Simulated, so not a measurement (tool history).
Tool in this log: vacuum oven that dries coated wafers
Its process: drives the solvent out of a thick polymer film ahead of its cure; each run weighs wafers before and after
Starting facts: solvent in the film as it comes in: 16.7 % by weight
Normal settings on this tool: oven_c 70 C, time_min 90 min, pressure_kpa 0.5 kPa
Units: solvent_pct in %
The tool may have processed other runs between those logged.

run 1 day=0 | oven_c=70 time_min=90 pressure_kpa=0.5 | solvent_pct=0.931
run 2 day=0.488 | oven_c=70 time_min=90 pressure_kpa=0.5 | solvent_pct=0.929
run 3 day=0.854 | oven_c=70 time_min=137 pressure_kpa=0.5 | solvent_pct=0.327
run 4 day=1.596 | oven_c=70 time_min=90 pressure_kpa=0.5 | solvent_pct=0.917
run 5 day=2.083 | oven_c=70 time_min=58 pressure_kpa=0.5 | solvent_pct=2.254
run 6 day=2.429 | oven_c=70 time_min=58 pressure_kpa=0.5 | solvent_pct=2.276
run 7 day=2.875 | oven_c=70 time_min=90 pressure_kpa=0.5 | solvent_pct=0.923
run 8 day=3.529 | oven_c=70 time_min=90 pressure_kpa=1.094 | solvent_pct=1.125
run 9 day=4.121 | oven_c=70 time_min=90 pressure_kpa=1.094 | solvent_pct=1.104
run 10 day=4.721 | oven_c=70 time_min=90 pressure_kpa=1.017 | solvent_pct=1.102
run 11 day=5.096 | oven_c=70 time_min=90 pressure_kpa=1.017 | solvent_pct=1.082
run 12 day=5.438 | oven_c=70 time_min=90 pressure_kpa=0.715 | solvent_pct=1.004
run 13 day=5.879 | oven_c=70 time_min=90 pressure_kpa=0.5 | solvent_pct=0.922
run 14 day=6.654 | oven_c=70 time_min=90 pressure_kpa=0.5 | solvent_pct=0.92
run 15 day=7.221 | oven_c=70 time_min=90 pressure_kpa=0.5 | solvent_pct=0.92
run 16 day=7.95 | oven_c=70 time_min=90 pressure_kpa=0.5 | solvent_pct=0.937
run 17 day=8.496 | oven_c=70 time_min=90 pressure_kpa=1.442 | solvent_pct=1.239
run 18 day=9.117 | oven_c=70 time_min=90 pressure_kpa=0.509 | solvent_pct=0.913
run 19 day=9.854 | oven_c=70 time_min=90 pressure_kpa=0.509 | solvent_pct=0.931
run 20 day=10.633 | oven_c=70 time_min=90 pressure_kpa=0.509 | solvent_pct=0.935
run 21 day=11.004 | oven_c=70 time_min=69 pressure_kpa=0.509 | solvent_pct=1.649
run 22 day=11.433 | oven_c=70 time_min=69 pressure_kpa=0.509 | solvent_pct=1.653
run 23 day=12.075 | oven_c=70 time_min=63 pressure_kpa=0.509 | solvent_pct=1.947
run 24 day=12.529 | oven_c=59 time_min=130 pressure_kpa=0.509 | solvent_pct=2.092
run 25 day=13.233 | oven_c=59 time_min=130 pressure_kpa=0.509 | solvent_pct=2.109
run 26 day=13.571 | oven_c=70 time_min=90 pressure_kpa=1.716 | solvent_pct=1.316
run 27 day=14.279 | oven_c=61 time_min=90 pressure_kpa=1.736 | solvent_pct=3.523
run 28 day=14.783 | oven_c=70 time_min=86 pressure_kpa=1.379 | solvent_pct=1.311
run 29 day=15.125 | oven_c=70 time_min=86 pressure_kpa=1.379 | solvent_pct=1.308
run 30 day=15.825 | oven_c=84 time_min=86 pressure_kpa=1.379 | solvent_pct=0.282
run 31 day=16.262 | oven_c=71 time_min=109 pressure_kpa=1.379 | solvent_pct=0.769
run 32 day=16.942 | oven_c=77 time_min=90 pressure_kpa=0.758 | solvent_pct=0.34
run 33 day=17.417 | oven_c=75 time_min=67 pressure_kpa=0.407 | solvent_pct=0.821
run 34 day=17.796 | oven_c=80 time_min=82 pressure_kpa=0.283 | solvent_pct=0.159
run 35 day=18.142 | oven_c=57 time_min=156 pressure_kpa=1.916 | solvent_pct=2.736
run 36 day=18.629 | oven_c=57 time_min=156 pressure_kpa=1.916 | solvent_pct=2.718
run 37 day=19.358 | oven_c=65 time_min=100 pressure_kpa=1.079 | solvent_pct=1.773
run 38 day=20.133 | oven_c=65 time_min=100 pressure_kpa=1.079 | solvent_pct=1.769
run 39 day=20.708 | oven_c=70 time_min=128 pressure_kpa=0.426 | solvent_pct=0.369
run 40 day=21.138 | oven_c=65 time_min=134 pressure_kpa=0.889 | solvent_pct=0.981
run 41 day=21.558 | oven_c=62 time_min=114 pressure_kpa=0.795 | solvent_pct=1.937
run 42 day=22.075 | oven_c=59 time_min=96 pressure_kpa=0.416 | solvent_pct=3.303
run 43 day=22.758 | oven_c=59 time_min=96 pressure_kpa=0.416 | solvent_pct=3.302
run 44 day=23.496 | oven_c=82 time_min=82 pressure_kpa=0.5 | solvent_pct=0.151
run 45 day=24.104 | oven_c=79 time_min=61 pressure_kpa=0.598 | solvent_pct=0.562
run 46 day=24.842 | oven_c=74 time_min=84 pressure_kpa=0.353 | solvent_pct=0.527

4 ways to go on from here, each from the tool as it stands after run 46. What would each give?
run A day=25.583 | oven_c=63 time_min=117 pressure_kpa=1.713 | solvent_pct=?
run B day=25.583 | oven_c=74 time_min=74 pressure_kpa=1.646 | solvent_pct=?
run C day=25.583 | oven_c=70 time_min=70 pressure_kpa=1.223 | solvent_pct=?
run D day=25.583 | oven_c=70 time_min=90 pressure_kpa=1.714 | solvent_pct=?

run=A solvent_pct=2.009
run=B solvent_pct=1.092
run=C solvent_pct=1.829
run=D solvent_pct=1.317
With no hidden state in the tool, these same runs would have given:
run=A solvent_pct=2.011
run=B solvent_pct=1.093
run=C solvent_pct=1.83
run=D solvent_pct=1.319
